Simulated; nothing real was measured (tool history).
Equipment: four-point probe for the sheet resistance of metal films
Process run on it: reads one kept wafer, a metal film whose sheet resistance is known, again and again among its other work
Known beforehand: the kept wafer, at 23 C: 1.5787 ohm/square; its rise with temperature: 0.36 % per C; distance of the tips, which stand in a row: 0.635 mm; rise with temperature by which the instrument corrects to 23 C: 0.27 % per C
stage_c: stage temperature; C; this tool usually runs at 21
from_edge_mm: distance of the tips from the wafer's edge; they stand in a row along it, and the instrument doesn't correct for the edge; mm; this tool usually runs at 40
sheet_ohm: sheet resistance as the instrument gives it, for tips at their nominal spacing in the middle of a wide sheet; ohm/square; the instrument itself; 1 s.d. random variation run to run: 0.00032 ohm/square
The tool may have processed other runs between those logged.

run 1 day=0.000 | stage_c=21 from_edge_mm=40 | sheet_ohm=1.570973
run 2 day=0.712 | stage_c=21 from_edge_mm=40 | sheet_ohm=1.570711
run 3 day=1.521 | stage_c=21 from_edge_mm=40 | sheet_ohm=1.570675
run 4 day=2.121 | stage_c=21 from_edge_mm=40 | sheet_ohm=1.570079
run 5 day=2.846 | stage_c=21 from_edge_mm=14 | sheet_ohm=1.572903
run 6 day=3.379 | stage_c=21 from_edge_mm=14 | sheet_ohm=1.571802
run 7 day=4.254 | stage_c=21 from_edge_mm=14 | sheet_ohm=1.571874
run 8 day=4.850 | stage_c=21 from_edge_mm=14 | sheet_ohm=1.572003
run 9 day=5.229 | stage_c=21 from_edge_mm=14 | sheet_ohm=1.571526
run 10 day=6.117 | stage_c=21 from_edge_mm=14 | sheet_ohm=1.570955
run 11 day=6.962 | stage_c=21 from_edge_mm=14 | sheet_ohm=1.570943
run 12 day=7.517 | stage_c=21 from_edge_mm=14 | sheet_ohm=1.571146
run 13 day=8.354 | stage_c=21 from_edge_mm=14 | sheet_ohm=1.570930
run 14 day=9.250 | stage_c=21 from_edge_mm=40 | sheet_ohm=1.568983
run 15 day=9.612 | stage_c=21 from_edge_mm=40 | sheet_ohm=1.568927
run 16 day=10.062 | stage_c=26 from_edge_mm=70 | sheet_ohm=1.576256
run 17 day=10.442 | stage_c=21 from_edge_mm=46 | sheet_ohm=1.568837
run 18 day=11.312 | stage_c=25 from_edge_mm=40 | sheet_ohm=1.575035
run 19 day=11.967 | stage_c=25 from_edge_mm=40 | sheet_ohm=1.574471

Run 20 comes next. What will it give?
run 20 day=12.629 | stage_c=20 from_edge_mm=7 | sheet_ohm=?

{"run 20": {"sheet_ohm": 1.573785}}
On a tool with no hidden condition, and with the same random variation, this run would have come out at sheet_ohm 1.580986 ohm/square.
